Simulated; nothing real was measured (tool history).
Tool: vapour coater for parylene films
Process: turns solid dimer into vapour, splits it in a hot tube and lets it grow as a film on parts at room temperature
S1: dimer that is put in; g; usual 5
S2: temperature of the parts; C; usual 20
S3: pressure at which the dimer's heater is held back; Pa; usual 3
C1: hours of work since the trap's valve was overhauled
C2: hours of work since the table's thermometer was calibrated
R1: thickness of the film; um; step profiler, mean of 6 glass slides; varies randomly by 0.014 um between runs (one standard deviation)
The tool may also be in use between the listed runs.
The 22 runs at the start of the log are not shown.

run 23 hour=742.8 | S1=5 S2=20 S3=6.73 | C1=262 C2=884 | R1=1.12
-- hour=768.7 trap's valve overhauled
run 24 hour=773 | S1=5 S2=20 S3=6.73 | C1=4 C2=907 | R1=1.12
run 25 hour=813.7 | S1=5 S2=20 S3=6.73 | C1=39 C2=942 | R1=1.09
run 26 hour=834 | S1=3 S2=25 S3=11.84 | C1=57 C2=960 | R1=0.47
run 27 hour=854.8 | S1=5 S2=16 S3=3 | C1=75 C2=978 | R1=1.59
run 28 hour=881.4 | S1=9 S2=20 S3=3.7 | C1=98 C2=1001 | R1=2.27
run 29 hour=919.1 | S1=2 S2=30 S3=8.83 | C1=130 C2=1033 | R1=0.26
run 30 hour=948.2 | S1=4 S2=16 S3=11.48 | C1=155 C2=1058 | R1=0.95
run 31 hour=989.3 | S1=3 S2=29 S3=2.55 | C1=191 C2=1094 | R1=0.51
run 32 hour=1013.7 | S1=3 S2=29 S3=2.55 | C1=212 C2=1115 | R1=0.51
-- hour=1026.7 table's thermometer calibrated
run 33 hour=1046.8 | S1=3 S2=31 S3=6.69 | C1=240 C2=17 | R1=0.37
run 34 hour=1089.3 | S1=6 S2=20 S3=10.02 | C1=277 C2=54 | R1=1.21
-- hour=1099 trap's valve overhauled
run 35 hour=1128.8 | S1=4 S2=19 S3=10.02 | C1=26 C2=85 | R1=0.87
run 36 hour=1169.4 | S1=2 S2=21 S3=3 | C1=61 C2=120 | R1=0.5
run 37 hour=1204.8 | S1=5 S2=14 S3=11.68 | C1=92 C2=151 | R1=1.32
run 38 hour=1246.9 | S1=5 S2=14 S3=4.81 | C1=128 C2=187 | R1=1.58
run 39 hour=1293.4 | S1=5 S2=14 S3=4.81 | C1=168 C2=227 | R1=1.56
run 40 hour=1329.1 | S1=3 S2=17 S3=4.81 | C1=199 C2=258 | R1=0.83
run 41 hour=1361.4 | S1=4 S2=25 S3=8.47 | C1=227 C2=286 | R1=0.66
run 42 hour=1396.3 | S1=7 S2=12 S3=6.4 | C1=257 C2=317 | R1=2.34
-- hour=1428.2 trap's valve overhauled
run 43 hour=1432.3 | S1=4 S2=13 S3=2.92 | C1=4 C2=344 | R1=1.52
run 44 hour=1478.6 | S1=4 S2=16 S3=3.48 | C1=44 C2=384 | R1=1.25
run 45 hour=1518.5 | S1=3 S2=28 S3=3.48 | C1=78 C2=419 | R1=0.54
run 46 hour=1550.9 | S1=8 S2=29 S3=7.19 | C1=106 C2=447 | R1=1.1
run 47 hour=1586.1 | S1=7 S2=15 S3=5.71 | C1=137 C2=477 | R1=2.04

Here are 3 independent what-if runs from the current tool condition. What would each one return?
run A hour=1618.7 | S1=4 S2=15 S3=3.76 | C1=165 C2=506 | R1=?
run B hour=1618.7 | S1=5 S2=20 S3=2.78 | C1=165 C2=506 | R1=?
run C hour=1618.7 | S1=6 S2=20 S3=3 | C1=165 C2=506 | R1=?

run=A R1=1.28
run=B R1=1.33
run=C R1=1.58
Take away the tool's hidden state, keep each run's random variation, and the runs would have read:
run=A R1=1.28
run=B R1=1.33
run=C R1=1.58
